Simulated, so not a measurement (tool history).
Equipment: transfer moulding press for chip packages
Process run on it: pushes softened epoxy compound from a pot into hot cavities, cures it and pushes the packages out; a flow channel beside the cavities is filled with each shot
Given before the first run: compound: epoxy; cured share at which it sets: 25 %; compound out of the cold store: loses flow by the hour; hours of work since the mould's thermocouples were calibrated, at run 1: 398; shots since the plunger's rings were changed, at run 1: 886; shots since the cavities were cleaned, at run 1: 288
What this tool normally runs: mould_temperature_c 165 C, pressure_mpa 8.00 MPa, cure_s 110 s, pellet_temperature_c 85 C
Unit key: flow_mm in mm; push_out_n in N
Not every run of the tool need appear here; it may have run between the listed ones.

run	hour	mould_temperature_c	pressure_mpa	cure_s	pellet_temperature_c	hours of work since the mould's thermocouples were calibrated	shots since the plunger's rings were changed	shots since the cavities were cleaned	incoming compound's hours out of the cold store	flow_mm	push_out_n
1	0.0	165	8.00	110	85	398	886	288	9.6	719	346
# hour 27.1: cavities cleaned with cleaning compound and waxed
2	29.1	165	8.00	110	85	411	1099	15	42.3	613	407
3	46.4	165	8.00	110	85	420	1233	149	12.9	696	427
4	62.0	165	8.00	110	85	427	1353	269	36.3	629	434
5	79.2	165	8.00	110	81	436	1487	403	44.3	601	436
# hour 91.1: cavities cleaned with cleaning compound and waxed
6	102.2	163	8.00	110	85	446	1652	85	26.0	653	267
7	126.0	165	8.00	110	88	458	1836	269	9.5	695	324
8	141.0	165	8.00	110	88	465	1953	386	15.7	680	342
# hour 155.8: cavities cleaned with cleaning compound and waxed
9	173.9	165	8.00	110	88	481	2196	141	36.2	622	265
# hour 202.6: cavities cleaned with cleaning compound and waxed, once more
10	207.7	165	8.00	110	85	496	2446	40	22.4	653	218
11	236.8	165	8.00	110	85	511	2670	264	19.5	662	313
12	254.9	165	8.00	110	85	520	2811	405	37.4	620	350
# hour 266.7: cavities cleaned with cleaning compound and waxed
13	283.4	173	8.75	117	84	533	3019	129	22.4	659	241
14	298.8	173	8.75	117	84	540	3138	248	33.1	631	266
15	320.8	173	8.75	117	84	551	3308	418	11.9	687	322
# hour 332.8: cavities cleaned with cleaning compound and waxed
16	338.6	173	8.75	117	84	559	3434	45	10.7	693	209
17	364.1	173	8.75	117	84	572	3632	243	42.3	609	277
# hour 396.5: cavities cleaned with cleaning compound and waxed
18	399.5	165	7.08	110	85	588	3894	23	37.7	565	219
19	416.6	165	7.84	148	85	597	4026	155	29.5	611	242
20	441.9	165	7.84	148	85	609	4222	351	29.3	611	308
# hour 446.9: plunger's sealing rings changed
21	459.6	165	7.84	148	85	616	98	468	12.4	696	309
# hour 464.0: cavities cleaned with cleaning compound and waxed
22	483.4	165	7.84	148	85	627	271	150	21.3	673	241

Here are 5 independent what-if runs from the current tool condition. What would each one return?
A	513.3	165	7.84	100	85	642	502	381	37.8	?	?
B	513.3	161	6.41	148	85	642	502	381	9.2	?	?
C	513.3	160	7.27	148	80	642	502	381	35.8	?	?
D	513.3	165	8.69	148	85	642	502	381	27.4	?	?
E	513.3	165	8.68	110	85	642	502	381	14.1	?	?

run	flow_mm	push_out_n
A	620	365
B	644	317
C	607	324
D	691	322
E	723	343
Take away the tool's hidden state, keep each run's random variation, and the runs would have read:
run	flow_mm	push_out_n
A	629	231
B	654	189
C	617	196
D	701	191
E	734	212
